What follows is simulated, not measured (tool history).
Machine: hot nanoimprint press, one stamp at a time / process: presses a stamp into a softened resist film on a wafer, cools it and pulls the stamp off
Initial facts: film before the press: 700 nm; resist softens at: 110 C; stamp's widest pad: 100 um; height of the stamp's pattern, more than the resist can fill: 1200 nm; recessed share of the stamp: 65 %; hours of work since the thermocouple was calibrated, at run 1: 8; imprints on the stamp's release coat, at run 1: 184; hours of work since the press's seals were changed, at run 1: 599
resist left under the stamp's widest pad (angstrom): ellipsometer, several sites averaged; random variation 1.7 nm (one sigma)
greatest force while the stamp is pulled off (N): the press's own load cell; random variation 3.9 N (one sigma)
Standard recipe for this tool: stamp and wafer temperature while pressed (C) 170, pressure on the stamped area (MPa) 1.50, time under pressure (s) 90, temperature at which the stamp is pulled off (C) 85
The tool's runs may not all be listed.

| run | day | stamp and wafer temperature while pressed (C) | pressure on the stamped area (MPa) | time under pressure (s) | temperature at which the stamp is pulled off (C) | hours of work since the thermocouple was calibrated | imprints on the stamp's release coat | hours of work since the press's seals were changed | resist left under the stamp's widest pad (angstrom) | greatest force while the stamp is pulled off (N) |
|---|---|---|---|---|---|---|---|---|---|---|
| 1 | 0.000 | 170 | 1.50 | 90 | 85 | 8 | 184 | 599 | 2780 | 214 |
| 2 | 3.017 | 170 | 1.50 | 90 | 85 | 51 | 465 | 642 | 2832 | 217 |
|  | 4.117 | stamp cleaned and given a new release coat |
| 3 | 5.917 | 170 | 1.50 | 90 | 85 | 89 | 168 | 680 | 2877 | 204 |
| 4 | 9.371 | 170 | 1.50 | 90 | 85 | 138 | 490 | 730 | 2887 | 214 |
|  | 10.050 | press's hydraulic seals changed and the load cell set to zero |
|  | 10.462 | stamp cleaned and given a new release coat |
| 5 | 12.312 | 170 | 1.50 | 90 | 85 | 172 | 172 | 29 | 2877 | 214 |
| 6 | 15.971 | 170 | 1.50 | 90 | 78 | 224 | 513 | 81 | 2943 | 255 |
|  | 16.517 | stamp cleaned and given a new release coat |
| 7 | 19.396 | 178 | 1.50 | 90 | 85 | 270 | 269 | 127 | 1936 | 224 |
| 8 | 21.375 | 170 | 1.50 | 90 | 82 | 298 | 453 | 155 | 2983 | 242 |
|  | 22.629 | stamp cleaned and given a new release coat |
| 9 | 24.079 | 170 | 1.50 | 90 | 85 | 333 | 135 | 190 | 2982 | 208 |
|  | 24.400 | plate thermocouple calibrated |
| 10 | 27.308 | 170 | 1.50 | 90 | 85 | 42 | 425 | 234 | 3011 | 222 |
|  | 28.975 | stamp cleaned and given a new release coat |
| 11 | 31.271 | 170 | 1.50 | 121 | 85 | 95 | 214 | 287 | 2733 | 217 |
| 12 | 33.617 | 170 | 1.50 | 121 | 85 | 128 | 432 | 321 | 2771 | 227 |
|  | 35.158 | stamp cleaned and given a new release coat |
| 13 | 36.958 | 170 | 1.50 | 90 | 85 | 172 | 167 | 365 | 3127 | 212 |
|  | 39.738 | plate thermocouple calibrated, once more |
| 14 | 39.788 | 170 | 1.50 | 90 | 92 | 1 | 420 | 404 | 2800 | 185 |
|  | 41.400 | stamp cleaned and given a new release coat |
| 15 | 43.521 | 170 | 0.96 | 79 | 91 | 51 | 197 | 454 | 3542 | 177 |
| 16 | 46.967 | 170 | 0.96 | 79 | 91 | 100 | 518 | 503 | 3581 | 186 |
|  | 47.550 | stamp cleaned and given a new release coat |
| 17 | 50.162 | 171 | 1.50 | 90 | 85 | 142 | 243 | 545 | 2734 | 209 |
|  | 53.612 | stamp cleaned and given a new release coat |
| 18 | 53.612 | 163 | 2.00 | 90 | 70 | 188 | 0 | 591 | 3779 | 269 |
| 19 | 56.375 | 168 | 2.00 | 151 | 70 | 227 | 257 | 630 | 2335 | 288 |
| 20 | 58.400 | 167 | 2.33 | 151 | 70 | 256 | 446 | 659 | 2316 | 289 |
|  | 59.654 | stamp cleaned and given a new release coat |
| 21 | 62.092 | 167 | 1.63 | 114 | 90 | 305 | 228 | 709 | 3091 | 196 |
|  | 64.412 | press's hydraulic seals changed and the load cell set to zero |
| 22 | 65.242 | 167 | 1.63 | 114 | 90 | 346 | 490 | 12 | 3045 | 201 |
|  | 66.112 | stamp cleaned and given a new release coat |
| 23 | 67.362 | 166 | 1.87 | 146 | 77 | 372 | 116 | 39 | 2746 | 249 |
| 24 | 70.950 | 166 | 1.87 | 146 | 77 | 424 | 451 | 90 | 2826 | 264 |
|  | 72.212 | stamp cleaned and given a new release coat |
| 25 | 73.625 | 172 | 2.07 | 125 | 88 | 458 | 131 | 125 | 2071 | 206 |
|  | 74.508 | plate thermocouple calibrated |
| 26 | 76.229 | 161 | 2.02 | 120 | 90 | 25 | 362 | 160 | 3462 | 183 |
|  | 78.379 | stamp cleaned and given a new release coat |
| 27 | 79.779 | 161 | 2.02 | 120 | 90 | 72 | 131 | 207 | 3531 | 183 |

Branching from run 27: 5 alternative next runs. What would each branch give?
| A | 82.746 | 178 | 1.50 | 90 | 85 | 114 | 407 | 250 | ? | ? |
| B | 82.746 | 175 | 2.02 | 120 | 81 | 114 | 407 | 250 | ? | ? |
| C | 82.746 | 177 | 1.50 | 52 | 85 | 114 | 407 | 250 | ? | ? |
| D | 82.746 | 161 | 2.02 | 60 | 87 | 114 | 407 | 250 | ? | ? |
| E | 82.746 | 169 | 1.14 | 57 | 85 | 114 | 407 | 250 | ? | ? |

| run | resist left under the stamp's widest pad (angstrom) | greatest force while the stamp is pulled off (N) |
|---|---|---|
| A | 1825 | 210 |
| B | 1629 | 230 |
| C | 2448 | 215 |
| D | 4474 | 203 |
| E | 3876 | 214 |
The same runs, with their run-to-run variation unchanged, on a tool lacking any hidden condition would have given:
| run | resist left under the stamp's widest pad (angstrom) | greatest force while the stamp is pulled off (N) |
|---|---|---|
| A | 1793 | 199 |
| B | 1595 | 218 |
| C | 2407 | 204 |
| D | 4403 | 192 |
| E | 3822 | 203 |

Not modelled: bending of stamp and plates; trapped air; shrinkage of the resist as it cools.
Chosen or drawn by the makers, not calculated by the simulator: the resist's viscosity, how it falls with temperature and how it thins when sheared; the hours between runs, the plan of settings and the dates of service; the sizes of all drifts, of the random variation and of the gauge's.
